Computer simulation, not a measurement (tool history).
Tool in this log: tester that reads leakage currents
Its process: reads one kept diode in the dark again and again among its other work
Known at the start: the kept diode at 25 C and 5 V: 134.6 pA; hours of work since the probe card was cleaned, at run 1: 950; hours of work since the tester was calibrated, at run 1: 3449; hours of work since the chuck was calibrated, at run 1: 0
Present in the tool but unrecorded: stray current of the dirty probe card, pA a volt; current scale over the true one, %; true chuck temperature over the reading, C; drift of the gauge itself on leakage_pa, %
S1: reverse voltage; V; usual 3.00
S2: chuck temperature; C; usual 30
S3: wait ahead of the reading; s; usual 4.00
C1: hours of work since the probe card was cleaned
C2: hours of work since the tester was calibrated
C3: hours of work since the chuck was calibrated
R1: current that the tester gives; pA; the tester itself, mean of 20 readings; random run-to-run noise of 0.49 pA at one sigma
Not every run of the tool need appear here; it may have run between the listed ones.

{"run": 1, "hour": 0.0, "S1": 3.0, "S2": 30, "S3": 4.0, "C1": 950, "C2": 3449, "C3": 0, "R1": 162.76}
{"run": 2, "hour": 88.4, "S1": 3.0, "S2": 30, "S3": 4.0, "C1": 1018, "C2": 3518, "C3": 68, "R1": 162.76}
{"run": 3, "hour": 178.9, "S1": 3.0, "S2": 30, "S3": 4.0, "C1": 1088, "C2": 3587, "C3": 138, "R1": 162.12}
{"run": 4, "hour": 290.0, "S1": 3.0, "S2": 30, "S3": 4.0, "C1": 1174, "C2": 3673, "C3": 224, "R1": 160.1}
{"run": 5, "hour": 372.2, "S1": 3.0, "S2": 30, "S3": 4.0, "C1": 1237, "C2": 3737, "C3": 287, "R1": 159.66}
{"hour": 379.9, "done": "tester calibrated"}
{"run": 6, "hour": 470.5, "S1": 3.0, "S2": 30, "S3": 4.0, "C1": 1311, "C2": 70, "C3": 361, "R1": 159.91}
{"run": 7, "hour": 554.2, "S1": 3.0, "S2": 30, "S3": 4.0, "C1": 1376, "C2": 134, "C3": 426, "R1": 159.9}
{"run": 8, "hour": 614.6, "S1": 3.71, "S2": 30, "S3": 4.0, "C1": 1422, "C2": 181, "C3": 472, "R1": 175.92}
{"run": 9, "hour": 707.0, "S1": 3.71, "S2": 30, "S3": 0.86, "C1": 1494, "C2": 252, "C3": 544, "R1": 174.97}
{"run": 10, "hour": 760.9, "S1": 3.0, "S2": 30, "S3": 4.0, "C1": 1535, "C2": 294, "C3": 585, "R1": 157.99}
{"run": 11, "hour": 864.2, "S1": 3.0, "S2": 30, "S3": 4.0, "C1": 1615, "C2": 374, "C3": 665, "R1": 157.57}
{"run": 12, "hour": 928.1, "S1": 3.0, "S2": 30, "S3": 4.0, "C1": 1664, "C2": 423, "C3": 714, "R1": 157.1}
{"hour": 939.2, "done": "chuck's temperature calibrated"}
{"run": 13, "hour": 987.2, "S1": 3.0, "S2": 30, "S3": 4.0, "C1": 1708, "C2": 467, "C3": 37, "R1": 154.15}
{"run": 14, "hour": 1076.4, "S1": 3.0, "S2": 30, "S3": 4.0, "C1": 1777, "C2": 536, "C3": 106, "R1": 152.8}
{"run": 15, "hour": 1145.8, "S1": 3.0, "S2": 30, "S3": 4.0, "C1": 1830, "C2": 589, "C3": 159, "R1": 152.56}
{"run": 16, "hour": 1213.1, "S1": 3.0, "S2": 30, "S3": 4.0, "C1": 1882, "C2": 641, "C3": 211, "R1": 151.86}
{"run": 17, "hour": 1265.5, "S1": 3.0, "S2": 30, "S3": 4.0, "C1": 1923, "C2": 681, "C3": 252, "R1": 151.36}

What does the tool deliver on the next run?
{"run": 18, "hour": 1372.1, "S1": 3.0, "S2": 30, "S3": 4.0, "C1": 2005, "C2": 764, "C3": 334, "R1": "?"}

R1: 150.89 pA
Take away the tool's hidden state, keep the run-to-run variation as it was, and the same run would have given R1 163.26 pA.
